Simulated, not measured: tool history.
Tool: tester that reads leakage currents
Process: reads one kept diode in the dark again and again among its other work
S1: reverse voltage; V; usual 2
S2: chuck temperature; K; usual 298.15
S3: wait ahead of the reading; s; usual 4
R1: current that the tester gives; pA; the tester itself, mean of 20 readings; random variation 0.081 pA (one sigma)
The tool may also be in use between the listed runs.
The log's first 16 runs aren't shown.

Run 17, hour 1866.8: usual settings. Result: R1 23.95 pA.
Run 18, hour 2010.1: usual settings but S2 304.15 K. Result: R1 35.91 pA.
At hour 2029: probe card cleaned and baked.
Run 19, hour 2157.1: usual settings but S2 304.15 K. Result: R1 32.95 pA.
Run 20, hour 2222.6: usual settings but S1 6.27 V, S2 326.15 K, S3 1.8 s. Result: R1 261.13 pA.
Run 21, hour 2349.7: usual settings but S1 6.27 V, S2 326.15 K, S3 1.8 s. Result: R1 262.23 pA.
Run 22, hour 2471.6: usual settings but S1 19.88 V, S3 2.63 s. Result: R1 73.64 pA.
Run 23, hour 2558.2: usual settings but S1 6.63 V, S2 318.15 K, S3 2.56 s. Result: R1 159.97 pA.
Run 24, hour 2646.9: usual settings but S1 6.63 V, S2 318.15 K, S3 2.56 s. Result: R1 161.57 pA.
Run 25, hour 2728.9: usual settings but S1 6.63 V, S2 318.15 K, S3 2.56 s. Result: R1 160.34 pA.
Run 26, hour 2884: usual settings but S1 15.8 V, S2 318.15 K, S3 1.53 s. Result: R1 252.53 pA.
Run 27, hour 2971.6: usual settings but S1 5.64 V, S2 318.15 K, S3 3.36 s. Result: R1 149.16 pA.
Run 28, hour 3045.7: usual settings but S1 11.73 V, S2 303.15 K, S3 5.6 s. Result: R1 81.24 pA.
Run 29, hour 3203.3: usual settings but S1 4.26 V, S2 327.15 K, S3 1.26 s. Result: R1 228.81 pA.
Run 30, hour 3363.1: usual settings but S1 1.63 V, S2 327.15 K, S3 5.04 s. Result: R1 141.54 pA.
Run 31, hour 3427.9: usual settings but S1 2.1 V, S2 316.15 K, S3 0.65 s. Result: R1 79.59 pA.
Run 32, hour 3535.4: usual settings but S1 2.1 V, S2 316.15 K, S3 0.65 s. Result: R1 80.02 pA.
Run 33, hour 3678.9: usual settings but S1 6.91 V, S2 319.15 K, S3 0.65 s. Result: R1 179.96 pA.
Run 34, hour 3793.1: usual settings but S2 294.15 K, S3 0.46 s. Result: R1 18.96 pA.
Run 35, hour 3862.8: usual settings but S1 2.88 V. Result: R1 28.61 pA.
Run 36, hour 3978.6: usual settings but S1 3.68 V, S3 0.32 s. Result: R1 36.47 pA.
At hour 4021.1: probe card cleaned and baked.
Run 37, hour 4115.6: usual settings but S1 8.13 V, S2 314.15 K. Result: R1 129.6 pA.
Run 38, hour 4188.9: usual settings but S1 6.81 V, S2 314.15 K. Result: R1 118.85 pA.

3 ways to go on from here, each from the tool as it stands after run 38. What would each give?
Run A, hour 4304.9: usual settings but S1 6.81 V, S2 299.15 K. Result: R1 ?.
Run B, hour 4304.9: usual settings but S1 6.81 V, S2 314.15 K, S3 6.58 s. Result: R1 ?.
Run C, hour 4304.9: usual settings but S1 18.72 V, S3 4.79 s. Result: R1 ?.

run     R1
  A  41.79
  B  119.4
  C  65.74
Without the tool's hidden state the same runs would have given:
run      R1
  A   42.29
  B  123.21
  C   64.63
